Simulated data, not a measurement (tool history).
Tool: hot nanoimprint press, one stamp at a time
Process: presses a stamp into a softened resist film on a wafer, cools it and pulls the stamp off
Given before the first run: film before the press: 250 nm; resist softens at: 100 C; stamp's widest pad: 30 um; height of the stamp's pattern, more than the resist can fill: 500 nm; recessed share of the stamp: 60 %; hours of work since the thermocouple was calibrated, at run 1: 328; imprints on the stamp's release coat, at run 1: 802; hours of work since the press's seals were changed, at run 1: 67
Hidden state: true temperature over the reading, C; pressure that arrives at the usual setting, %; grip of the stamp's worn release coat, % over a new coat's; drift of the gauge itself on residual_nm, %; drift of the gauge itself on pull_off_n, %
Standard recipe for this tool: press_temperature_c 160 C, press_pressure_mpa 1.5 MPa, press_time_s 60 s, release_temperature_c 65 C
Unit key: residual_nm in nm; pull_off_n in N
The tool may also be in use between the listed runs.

run	hour	press_temperature_c	press_pressure_mpa	press_time_s	release_temperature_c	hours of work since the thermocouple was calibrated	imprints on the stamp's release coat	hours of work since the press's seals were changed	residual_nm	pull_off_n
1	0	160	1.5	60	65	328	802	67	158	153
# hour 18.6: plate thermocouple calibrated
2	25	160	2.29	60	65	3	841	77	124.8	151
3	41.9	160	2.29	60	65	11	871	85	123.4	156
4	58.2	160	2.29	60	65	18	900	92	124	151
5	77.8	160	2.29	60	65	27	935	101	124.9	157
6	100	160	2.29	60	65	37	975	111	124.6	157
7	117.3	160	2.29	60	65	45	1006	119	124.6	163
8	134	160	1.5	60	65	52	1035	127	150.1	164
9	153.7	169	1.5	60	65	61	1071	136	100.6	162
10	172.2	169	1.5	60	65	70	1104	144	99.3	163
11	188.7	169	1.5	60	65	77	1133	152	99.8	155
12	206.1	169	1.5	60	65	85	1164	160	99.2	162
13	217.1	169	1.5	60	65	90	1184	165	98.3	165
14	233.2	160	1.5	60	65	98	1212	172	151	161
15	252.4	160	1.5	60	65	106	1247	181	152.8	167
16	274.4	160	2.26	60	65	116	1286	191	129.2	158
17	287.9	160	1.5	60	69	122	1310	197	152.7	154
18	306.6	160	1.75	82	67	131	1343	205	129.5	165
19	315.9	161	1.5	43	57	135	1360	209	160.6	177
20	327.8	160	1.11	60	67	141	1381	215	172.3	163
21	348.3	150	2.12	51	64	150	1418	224	206.5	165
22	364	160	1.51	116	60	157	1446	231	124.1	173
23	375.8	160	1.13	60	54	162	1467	237	168.4	183
24	385	160	1.13	60	54	166	1483	241	170	185
25	402.9	160	1.13	60	54	175	1515	249	169.9	183
26	414.5	160	0.93	72	65	180	1536	254	171.8	161
27	430.3	155	1.22	34	71	187	1564	261	215.8	159
28	442.6	160	1.5	94	53	193	1586	267	134.2	191
29	452.8	160	1.5	94	53	197	1604	272	133.8	194
30	470.7	160	1.5	99	65	205	1636	280	131.1	172
31	482.9	160	1.5	54	65	211	1658	285	158.8	168

Hidden condition of the tool, last listed run before each entry between runs versus first listed run after:
Between runs 1 and 2: plate thermocouple calibrated (hour 18.6)
  true temperature over the reading, C: -1.32 -> 0.09; pressure that arrives at the usual setting, %: 99.88 -> 99.85; grip of the stamp's worn release coat, % over a new coat's: 9.4 -> 9.9
  measured less the result without the state, residual_nm: +8.8 -> -0.4 nm; pull_off_n: +16 -> +13 N
